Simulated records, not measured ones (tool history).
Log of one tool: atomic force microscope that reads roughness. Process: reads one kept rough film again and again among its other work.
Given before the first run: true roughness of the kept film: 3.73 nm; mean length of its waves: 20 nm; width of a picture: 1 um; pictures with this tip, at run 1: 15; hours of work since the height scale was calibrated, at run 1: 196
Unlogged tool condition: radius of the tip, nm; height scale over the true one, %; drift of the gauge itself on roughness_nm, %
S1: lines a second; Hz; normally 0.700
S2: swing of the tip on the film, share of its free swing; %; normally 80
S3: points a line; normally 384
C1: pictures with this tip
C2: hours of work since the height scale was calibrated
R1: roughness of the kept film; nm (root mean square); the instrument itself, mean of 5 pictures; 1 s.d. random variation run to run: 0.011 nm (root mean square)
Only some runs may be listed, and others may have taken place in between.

| run | hour | S1 | S2 | S3 | C1 | C2 | R1 |
|---|---|---|---|---|---|---|---|
| 1 | 0.0 | 0.700 | 80 | 384 | 15 | 196 | 2.502 |
| 2 | 8.3 | 0.700 | 80 | 501 | 36 | 203 | 2.331 |
| 3 | 12.9 | 0.700 | 80 | 501 | 47 | 206 | 2.289 |
| 4 | 22.2 | 0.700 | 80 | 501 | 70 | 214 | 2.131 |
| 5 | 30.4 | 0.700 | 80 | 400 | 90 | 220 | 2.007 |
| 6 | 38.4 | 0.700 | 80 | 400 | 109 | 226 | 1.866 |
| 7 | 47.8 | 0.700 | 80 | 400 | 133 | 234 | 1.772 |
| 8 | 55.7 | 0.700 | 80 | 400 | 152 | 240 | 1.701 |
| 9 | 66.6 | 0.700 | 80 | 400 | 179 | 249 | 1.612 |
| 10 | 72.8 | 0.700 | 80 | 400 | 194 | 254 | 1.579 |
|  | 79.2 | new tip fitted |
| 11 | 81.9 | 0.700 | 65 | 400 | 7 | 261 | 2.572 |
| 12 | 89.9 | 0.700 | 80 | 384 | 27 | 267 | 2.345 |
| 13 | 96.5 | 0.700 | 80 | 384 | 43 | 272 | 2.233 |
| 14 | 107.5 | 0.700 | 80 | 384 | 70 | 281 | 2.079 |
| 15 | 114.8 | 0.700 | 80 | 384 | 88 | 286 | 1.988 |
| 16 | 124.0 | 0.700 | 80 | 264 | 110 | 294 | 1.840 |
| 17 | 133.6 | 0.700 | 80 | 264 | 134 | 301 | 1.717 |
| 18 | 141.3 | 0.700 | 80 | 264 | 153 | 307 | 1.650 |
| 19 | 152.2 | 0.700 | 80 | 384 | 180 | 316 | 1.596 |
| 20 | 163.0 | 0.700 | 80 | 384 | 206 | 325 | 1.497 |
|  | 164.5 | new tip fitted |
| 21 | 173.9 | 0.700 | 80 | 384 | 23 | 333 | 2.373 |
|  | 175.9 | height scale calibrated on a step standard |
| 22 | 183.2 | 0.916 | 77 | 651 | 43 | 6 | 2.232 |
| 23 | 188.9 | 0.700 | 65 | 384 | 57 | 10 | 2.168 |
| 24 | 198.6 | 0.700 | 65 | 384 | 81 | 18 | 2.027 |
| 25 | 203.4 | 2.148 | 65 | 384 | 93 | 22 | 1.914 |
| 26 | 208.6 | 2.148 | 65 | 384 | 105 | 26 | 1.859 |
|  | 213.0 | height scale calibrated on a step standard, once more |
| 27 | 218.4 | 1.016 | 84 | 487 | 127 | 4 | 1.753 |
| 28 | 223.4 | 1.016 | 84 | 487 | 139 | 8 | 1.724 |
| 29 | 233.4 | 1.054 | 85 | 384 | 164 | 16 | 1.605 |
| 30 | 242.1 | 1.343 | 74 | 384 | 185 | 23 | 1.549 |
| 31 | 247.0 | 1.722 | 75 | 365 | 197 | 27 | 1.485 |
|  | 252.2 | new tip fitted |
| 32 | 256.4 | 1.722 | 69 | 914 | 10 | 34 | 2.485 |
| 33 | 262.7 | 0.585 | 80 | 360 | 26 | 39 | 2.356 |
| 34 | 272.7 | 0.700 | 72 | 384 | 50 | 47 | 2.212 |
| 35 | 279.4 | 0.840 | 76 | 384 | 66 | 52 | 2.095 |
| 36 | 289.1 | 0.539 | 89 | 825 | 90 | 60 | 1.992 |
| 37 | 300.2 | 0.539 | 89 | 825 | 118 | 69 | 1.839 |
| 38 | 311.1 | 2.280 | 70 | 384 | 144 | 77 | 1.671 |

What if the next run were any one of these 5? Each begins from the tool's condition after run 38:
| A | 321.7 | 1.880 | 89 | 412 | 170 | 85 | ? |
| B | 321.7 | 0.700 | 62 | 278 | 170 | 85 | ? |
| C | 321.7 | 0.700 | 73 | 324 | 170 | 85 | ? |
| D | 321.7 | 0.700 | 84 | 686 | 170 | 85 | ? |
| E | 321.7 | 1.539 | 80 | 576 | 170 | 85 | ? |

| run | R1 |
|---|---|
| A | 1.519 |
| B | 1.642 |
| C | 1.632 |
| D | 1.639 |
| E | 1.611 |
The same runs, with their run-to-run variation unchanged, on a tool lacking any hidden condition would have given:
| run | R1 |
|---|---|
| A | 2.439 |
| B | 2.635 |
| C | 2.622 |
| D | 2.637 |
| E | 2.590 |

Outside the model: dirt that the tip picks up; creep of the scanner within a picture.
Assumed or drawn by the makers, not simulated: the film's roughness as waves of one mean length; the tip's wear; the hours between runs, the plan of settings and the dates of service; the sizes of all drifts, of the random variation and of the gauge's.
